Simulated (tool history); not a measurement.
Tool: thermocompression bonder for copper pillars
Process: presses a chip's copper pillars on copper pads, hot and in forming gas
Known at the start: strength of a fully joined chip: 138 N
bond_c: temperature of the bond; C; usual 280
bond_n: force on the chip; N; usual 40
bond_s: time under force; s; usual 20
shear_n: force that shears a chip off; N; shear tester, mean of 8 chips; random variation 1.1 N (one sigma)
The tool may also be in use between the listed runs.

run   hour  bond_c  bond_n  bond_s  shear_n
  1    0.0     280      40      20     98.8
  2   26.0     280      40      20     97.2
  3   40.1     280      40      20     98.1
  4   68.4     280      40      20     94.3
  5   96.4     280      40      20     98.6
  6  114.7     280      40      20     96.3
  7  140.8     294      40      20    103.1
  8  156.7     289      25      30     94.3
  9  180.7     271      50      42    110.6
 10  208.8     271      50      42    111.0
 11  232.9     304      35      42    115.8
 12  258.1     279      48      42    112.4
 13  278.3     280      27      20     79.7

Forecast each of these 4 alternatives for the next run:
  A  300.5     256      29      32        ?
  B  300.5     267      35      32        ?
  C  300.5     280      27      41        ?
  D  300.5     292      46      27        ?

run  shear_n
  A     78.7
  B     89.9
  C     95.4
  D    109.7
Without the tool's hidden state the same runs would have given:
run  shear_n
  A     81.6
  B     94.3
  C    100.5
  D    116.9
